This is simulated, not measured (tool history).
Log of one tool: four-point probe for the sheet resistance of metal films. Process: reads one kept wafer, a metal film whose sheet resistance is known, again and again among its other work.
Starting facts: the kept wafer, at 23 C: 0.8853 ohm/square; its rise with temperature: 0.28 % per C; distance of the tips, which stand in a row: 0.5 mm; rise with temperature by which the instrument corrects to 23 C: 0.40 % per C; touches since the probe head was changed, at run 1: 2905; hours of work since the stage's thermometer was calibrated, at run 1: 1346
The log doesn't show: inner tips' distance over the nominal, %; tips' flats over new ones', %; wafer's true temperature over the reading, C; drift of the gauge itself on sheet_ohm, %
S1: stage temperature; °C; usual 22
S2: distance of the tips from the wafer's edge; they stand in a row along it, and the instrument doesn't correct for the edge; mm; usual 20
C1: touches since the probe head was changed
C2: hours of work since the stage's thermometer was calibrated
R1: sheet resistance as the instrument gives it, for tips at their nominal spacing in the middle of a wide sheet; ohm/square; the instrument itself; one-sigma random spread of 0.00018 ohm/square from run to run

| run | hour | S1 | S2 | C1 | C2 | R1 |
|---|---|---|---|---|---|---|
| 1 | 0.0 | 22 | 20 | 2905 | 1346 | 0.883784 |
| 2 | 13.8 | 22 | 20 | 3181 | 1353 | 0.883811 |
| 3 | 22.6 | 22 | 20 | 3356 | 1357 | 0.883872 |
| 4 | 38.7 | 22 | 20 | 3677 | 1365 | 0.883598 |
| 5 | 50.9 | 22 | 20 | 3918 | 1370 | 0.884001 |
| 6 | 59.7 | 22 | 20 | 4094 | 1374 | 0.884248 |
| 7 | 79.2 | 22 | 20 | 4483 | 1384 | 0.883913 |
| 8 | 94.2 | 22 | 20 | 4781 | 1391 | 0.883748 |
| 9 | 103.2 | 22 | 18 | 4961 | 1395 | 0.884115 |
| 10 | 113.2 | 22 | 18 | 5160 | 1400 | 0.883817 |
| 11 | 126.9 | 22 | 5 | 5433 | 1406 | 0.888425 |
| 12 | 135.5 | 22 | 20 | 5604 | 1410 | 0.883928 |
| 13 | 149.0 | 22 | 20 | 5872 | 1416 | 0.883915 |
| 14 | 164.2 | 31 | 20 | 6176 | 1423 | 0.874240 |
| 15 | 182.4 | 22 | 20 | 6539 | 1432 | 0.883771 |
| 16 | 190.5 | 22 | 20 | 6700 | 1436 | 0.883927 |
|  | 192.3 | stage's thermometer calibrated |
| 17 | 204.1 | 22 | 20 | 6960 | 6 | 0.883720 |
| 18 | 219.9 | 22 | 20 | 7275 | 13 | 0.883828 |
| 19 | 235.8 | 27 | 20 | 7592 | 20 | 0.878822 |
| 20 | 246.9 | 27 | 20 | 7814 | 26 | 0.878738 |
| 21 | 264.8 | 27 | 20 | 8171 | 34 | 0.878528 |
| 22 | 279.9 | 27 | 20 | 8471 | 41 | 0.878741 |
| 23 | 291.4 | 20 | 28 | 8700 | 47 | 0.885892 |
|  | 299.6 | stage's thermometer calibrated, once more |
| 24 | 308.9 | 19 | 56 | 9037 | 4 | 0.886004 |
| 25 | 326.8 | 33 | 18 | 9394 | 13 | 0.871334 |
| 26 | 340.1 | 31 | 20 | 9659 | 19 | 0.873416 |
| 27 | 351.8 | 31 | 20 | 9893 | 25 | 0.873181 |
| 28 | 369.2 | 26 | 4 | 10240 | 33 | 0.885444 |
| 29 | 384.0 | 26 | 4 | 10534 | 40 | 0.885437 |
| 30 | 394.2 | 25 | 6 | 10738 | 44 | 0.882237 |
| 31 | 407.5 | 28 | 12 | 11002 | 51 | 0.876570 |
| 32 | 419.0 | 30 | 6 | 11231 | 56 | 0.877385 |
| 33 | 433.2 | 20 | 7 | 11514 | 63 | 0.886976 |
| 34 | 451.5 | 31 | 70 | 11878 | 71 | 0.873154 |
| 35 | 469.3 | 29 | 13 | 12234 | 80 | 0.875625 |
| 36 | 487.7 | 29 | 13 | 12600 | 88 | 0.875723 |
| 37 | 498.1 | 19 | 7 | 12807 | 93 | 0.888087 |
| 38 | 507.5 | 19 | 7 | 12994 | 98 | 0.888000 |
| 39 | 520.4 | 22 | 38 | 13251 | 104 | 0.882641 |
| 40 | 530.6 | 22 | 38 | 13454 | 108 | 0.882848 |
| 41 | 540.4 | 20 | 25 | 13650 | 113 | 0.884937 |
| 42 | 552.9 | 20 | 25 | 13899 | 119 | 0.884872 |

What if the next run were any one of these 5? Each begins from the tool's condition after run 42:
| A | 568.8 | 22 | 21 | 14216 | 126 | ? |
| B | 568.8 | 22 | 18 | 14216 | 126 | ? |
| C | 568.8 | 34 | 25 | 14216 | 126 | ? |
| D | 568.8 | 25 | 25 | 14216 | 126 | ? |
| E | 568.8 | 22 | 29 | 14216 | 126 | ? |

| run | R1 |
|---|---|
| A | 0.882732 |
| B | 0.882673 |
| C | 0.870187 |
| D | 0.879396 |
| E | 0.882189 |
Stripped of hidden state, with their random variation kept, the same runs would have yielded:
| run | R1 |
|---|---|
| A | 0.886763 |
| B | 0.886703 |
| C | 0.874164 |
| D | 0.883413 |
| E | 0.886216 |

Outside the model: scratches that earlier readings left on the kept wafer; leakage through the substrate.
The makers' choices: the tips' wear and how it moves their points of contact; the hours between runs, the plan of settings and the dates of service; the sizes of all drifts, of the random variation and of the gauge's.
